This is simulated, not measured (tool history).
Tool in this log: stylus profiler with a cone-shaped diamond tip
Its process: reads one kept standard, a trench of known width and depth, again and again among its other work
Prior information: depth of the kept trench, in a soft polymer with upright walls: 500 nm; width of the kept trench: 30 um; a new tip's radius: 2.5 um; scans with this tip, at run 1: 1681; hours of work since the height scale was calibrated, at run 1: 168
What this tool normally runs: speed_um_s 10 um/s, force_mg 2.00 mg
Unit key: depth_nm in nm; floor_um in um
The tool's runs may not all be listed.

run   hour  speed_um_s  force_mg  scans with this tip  hours of work since the height scale was calibrated  depth_nm  floor_um
  1    0.0          10      2.00                 1681                                                  168    502.77     26.66
  2   22.3          10      2.00                 1797                                                  180    502.41     26.66
  3   48.1          10      2.00                 1931                                                  193    502.83     26.65
  4   66.8          10      2.00                 2028                                                  203    502.43     26.58
  5   93.1          10      2.00                 2165                                                  217    502.69     26.56
  6  109.6          10      2.00                 2251                                                  225    503.02     26.56
  7  125.0          10      2.00                 2331                                                  233    503.02     26.59
  8  152.2          10      2.00                 2472                                                  247    502.72     26.51
  9  174.2          10      2.00                 2586                                                  259    502.96     26.56
 10  191.1           2      2.00                 2674                                                  268    502.94     26.57
 11  210.3          18      2.00                 2773                                                  278    503.03     26.43
 12  235.9          10      2.00                 2907                                                  291    502.91     26.46
 13  250.8          10      2.00                 2984                                                  299    503.26     26.47
 14  267.6          15      2.00                 3071                                                  307    503.25     26.42
 15  292.2          15      2.00                 3199                                                  320    503.10     26.36
 16  310.6          15      2.00                 3295                                                  330    503.21     26.39
 17  327.3           4      2.00                 3381                                                  338    503.16     26.45
 18  347.1           4      2.00                 3484                                                  349    503.14     26.47
 19  360.7           4      2.00                 3555                                                  356    503.29     26.37
 20  386.3           8      2.00                 3687                                                  369    503.06     26.36
 21  398.3           8      2.00                 3750                                                  375    503.22     26.37
 22  411.4           8      2.00                 3818                                                  382    502.76     26.34
 23  431.7           8      1.33                 3923                                                  393    502.67     26.35
 24  455.6           8      1.33                 4048                                                  405    502.90     26.29
 25  472.8          29      0.77                 4137                                                  414    501.94     26.11
 26  485.6          29      0.77                 4203                                                  421    502.27     26.07
 27  501.0          25      5.39                 4283                                                  429    505.65     26.28
 28  517.8           7      3.77                 4370                                                  437    504.57     26.29
 29  533.1          22      2.55                 4450                                                  445    503.95     26.23
 30  552.9           3      1.06                 4553                                                  456    502.34     26.27
 31  572.0           2      2.30                 4652                                                  466    503.80     26.29
 32  594.9           2      2.30                 4771                                                  477    503.76     26.24
 33  608.5          10      5.96                 4841                                                  484    505.96     26.20
 34  620.5          15      1.83                 4904                                                  491    503.67     26.15
 35  638.9          15      1.83                 4999                                                  500    503.36     26.15
 36  661.5           5      2.00                 5116                                                  512    503.71     26.21
 37  685.3          32      1.67                 5240                                                  524    503.18     25.97
 38  708.7          13      1.19                 5362                                                  537    503.18     26.06
 39  724.6          10      0.79                 5444                                                  545    502.52     26.10
 40  742.0          10      0.79                 5535                                                  554    502.47     26.07
 41  769.0          33      2.00                 5675                                                  568    503.77     25.97
 42  793.6           4      2.13                 5802                                                  581    503.62     26.09
 43  820.8           7      1.98                 5944                                                  595    503.67     26.07
 44  834.7           7      1.98                 6016                                                  602    503.70     26.07
 45  857.0           3      3.85                 6132                                                  614    504.87     26.05
 46  876.0           2      4.23                 6230                                                  623    505.44     26.06

Forecast each of these 3 alternatives for the next run:
  A  895.3           2      5.14                 6331                                                  633         ?         ?
  B  895.3           2      1.99                 6331                                                  633         ?         ?
  C  895.3           3      4.23                 6331                                                  633         ?         ?

run  depth_nm  floor_um
  A    505.93     26.06
  B    503.84     26.06
  C    505.25     26.06
The same runs, with their run-to-run variation unchanged, on a tool lacking any hidden condition would have given:
run  depth_nm  floor_um
  A    504.42     27.01
  B    502.34     27.01
  C    503.74     27.01
